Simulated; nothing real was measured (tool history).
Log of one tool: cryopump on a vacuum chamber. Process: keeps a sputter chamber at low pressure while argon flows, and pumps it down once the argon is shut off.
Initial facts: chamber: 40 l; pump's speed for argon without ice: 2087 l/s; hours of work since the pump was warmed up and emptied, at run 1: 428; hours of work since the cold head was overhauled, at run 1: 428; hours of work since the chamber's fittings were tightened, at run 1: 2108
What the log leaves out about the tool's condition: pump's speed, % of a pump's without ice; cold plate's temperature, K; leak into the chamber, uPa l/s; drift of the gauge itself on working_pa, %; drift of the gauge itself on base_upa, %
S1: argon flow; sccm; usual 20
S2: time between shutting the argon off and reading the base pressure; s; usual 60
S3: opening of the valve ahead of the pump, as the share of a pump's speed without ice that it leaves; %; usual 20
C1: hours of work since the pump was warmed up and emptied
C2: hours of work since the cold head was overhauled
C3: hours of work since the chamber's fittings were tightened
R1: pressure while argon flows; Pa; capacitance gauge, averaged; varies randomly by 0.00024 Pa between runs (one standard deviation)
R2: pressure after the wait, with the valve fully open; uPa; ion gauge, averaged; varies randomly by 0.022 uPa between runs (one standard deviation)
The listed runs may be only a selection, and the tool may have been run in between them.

run,day,S1,S2,S3,C1,C2,C3,R1,R2
1,0.000,20,60,20,428,428,2108,0.0827,1.73
2,0.762,20,60,42,444,444,2123,0.0399,1.80
3,1.504,20,60,42,459,459,2138,0.0401,1.79
4,2.983,20,51,20,488,488,2168,0.0826,1.99
5,3.971,20,51,20,508,508,2188,0.0828,1.95
6,5.446,20,51,20,537,537,2217,0.0832,1.94
7,6.546,20,51,20,559,559,2239,0.0835,1.99
8,7.592,20,60,20,580,580,2260,0.0834,1.93
9,8.950,20,60,40,608,608,2287,0.0429,1.89
10,9.817,20,60,40,625,625,2305,0.0427,1.96
11,11.075,20,138,40,650,650,2330,0.0433,1.68
12,11.871,17,212,20,666,666,2346,0.0714,1.70
# day 12.188: pump warmed up, emptied and cooled again
13,13.421,20,107,20,25,693,2373,0.0812,1.68
14,14.392,20,26,39,44,712,2392,0.0417,2.48
15,15.604,15,26,18,68,737,2416,0.0679,2.45
16,16.871,15,89,23,94,762,2442,0.0534,1.72
17,17.879,15,33,23,114,782,2462,0.0535,2.24
18,19.062,15,33,23,138,806,2485,0.0530,2.26
19,20.312,10,34,43,163,831,2510,0.0192,2.29

What if the next run were any one of these 3? Each begins from the tool's condition after run 19:
A,21.467,20,41,20,186,854,2534,?,?
B,21.467,40,34,54,186,854,2534,?,?
C,21.467,15,34,24,186,854,2534,?,?

run,R1,R2
A,0.0818,2.15
B,0.0615,2.28
C,0.0516,2.23
What these runs would have given with no unlogged condition in the tool:
run,R1,R2
A,0.0810,0.76
B,0.0599,0.88
C,0.0509,0.84

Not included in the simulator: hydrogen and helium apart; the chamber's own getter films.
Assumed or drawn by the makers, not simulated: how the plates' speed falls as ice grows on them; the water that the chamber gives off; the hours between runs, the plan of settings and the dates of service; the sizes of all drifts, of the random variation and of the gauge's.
